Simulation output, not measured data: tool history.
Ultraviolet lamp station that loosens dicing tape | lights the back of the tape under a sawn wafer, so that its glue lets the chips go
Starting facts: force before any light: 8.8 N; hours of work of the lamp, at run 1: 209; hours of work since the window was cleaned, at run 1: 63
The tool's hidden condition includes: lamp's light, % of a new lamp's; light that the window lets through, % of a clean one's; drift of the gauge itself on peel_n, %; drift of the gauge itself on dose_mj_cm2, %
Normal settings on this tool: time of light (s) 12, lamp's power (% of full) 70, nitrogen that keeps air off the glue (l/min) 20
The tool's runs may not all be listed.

| run | hour | time of light (s) | lamp's power (% of full) | nitrogen that keeps air off the glue (l/min) | hours of work of the lamp | hours of work since the window was cleaned | force that peels the tape off (N) | light that reached the tape (mJ/cm2) |
|---|---|---|---|---|---|---|---|---|
| 1 | 0 | 12 | 70 | 20 | 209 | 63 | 0.902 | 452 |
| 2 | 9.3 | 12 | 70 | 15 | 213 | 66 | 1.14 | 450 |
| 3 | 16.8 | 12 | 70 | 15 | 216 | 70 | 1.076 | 449 |
| 4 | 26.2 | 13 | 70 | 20 | 220 | 73 | 0.735 | 479 |
| 5 | 33.5 | 13 | 61 | 20 | 223 | 76 | 0.981 | 419 |
|  | 34.6 | window cleaned of glue's vapour |
| 6 | 42.7 | 12 | 79 | 20 | 227 | 3 | 0.747 | 496 |
| 7 | 49.3 | 6 | 75 | 21 | 229 | 6 | 2.479 | 236 |
| 8 | 55.3 | 11 | 69 | 15 | 232 | 8 | 1.353 | 395 |
| 9 | 68.4 | 11 | 69 | 15 | 237 | 14 | 1.306 | 392 |
| 10 | 78.9 | 8 | 86 | 33 | 241 | 18 | 1.06 | 356 |
| 11 | 85.1 | 11 | 74 | 7 | 244 | 21 | 1.887 | 420 |
| 12 | 91.1 | 21 | 70 | 20 | 246 | 23 | 0.305 | 758 |

Consider 3 possible next runs. They are alternatives, not a sequence: every one starts from the tool as it was left by run 12. What does each give?
| A | 96.6 | 6 | 79 | 17 | 249 | 25 | ? | ? |
| B | 96.6 | 21 | 67 | 11 | 249 | 25 | ? | ? |
| C | 96.6 | 23 | 68 | 19 | 249 | 25 | ? | ? |

| run | force that peels the tape off (N) | light that reached the tape (mJ/cm2) |
|---|---|---|
| A | 2.575 | 247 |
| B | 0.512 | 733 |
| C | 0.27 | 810 |
Without the tool's hidden state the same runs would have given:
| run | force that peels the tape off (N) | light that reached the tape (mJ/cm2) |
|---|---|---|
| A | 2.259 | 274 |
| B | 0.412 | 813 |
| C | 0.231 | 899 |
